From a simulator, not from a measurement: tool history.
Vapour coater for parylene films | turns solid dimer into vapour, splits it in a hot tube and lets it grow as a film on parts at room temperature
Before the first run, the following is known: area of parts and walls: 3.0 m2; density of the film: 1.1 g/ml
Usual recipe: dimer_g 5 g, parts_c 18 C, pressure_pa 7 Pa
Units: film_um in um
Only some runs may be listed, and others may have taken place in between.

run	hour	dimer_g	parts_c	pressure_pa	film_um
1	0	5	18	7	0.859
2	25.3	5	18	7	0.866
3	50.6	5	18	7	0.867
4	74.1	5	18	7	0.849
5	100.8	5	18	7	0.861
6	124.9	5	18	2.26	1.004
7	139.6	5	18	2.26	0.994
8	161.8	5	18	2.26	0.988
9	180.7	5	18	2.26	0.97
10	211.6	9	29	7	1.063
11	236	9	29	7	1.048
12	251.7	9	29	7	1.069
13	264.7	5	14	5.12	0.937
# hour 275.8: trap's valve overhauled
14	297.8	5	14	3.19	1.151
15	324.1	9	11	2.3	2.409
16	349.6	4	27	3.58	0.632
17	380.3	2	18	2.91	0.411
18	397.9	4	12	5.39	0.901

Hidden state or all else? Some run-to-run changes of film_um, split into what the settings, what came in and random variation would give without the hidden state, and what is left for the hidden state (with any gauge scatter that isn't in both results):
Hidden state present: vapour lost through the trap's worn valve, %; true temperature of the parts over the reading, C; drift of the gauge itself on film_um, %.
Run 13 -> 14: pressure_pa 5.12 -> 3.19, trap's valve overhauled. film_um +0.214 um: hidden state +0.142, all else +0.072.
Run 15 -> 16: dimer_g 9 -> 4, parts_c 11 -> 27, pressure_pa 2.3 -> 3.58. film_um -1.777 um: hidden state +0.046, all else -1.823.

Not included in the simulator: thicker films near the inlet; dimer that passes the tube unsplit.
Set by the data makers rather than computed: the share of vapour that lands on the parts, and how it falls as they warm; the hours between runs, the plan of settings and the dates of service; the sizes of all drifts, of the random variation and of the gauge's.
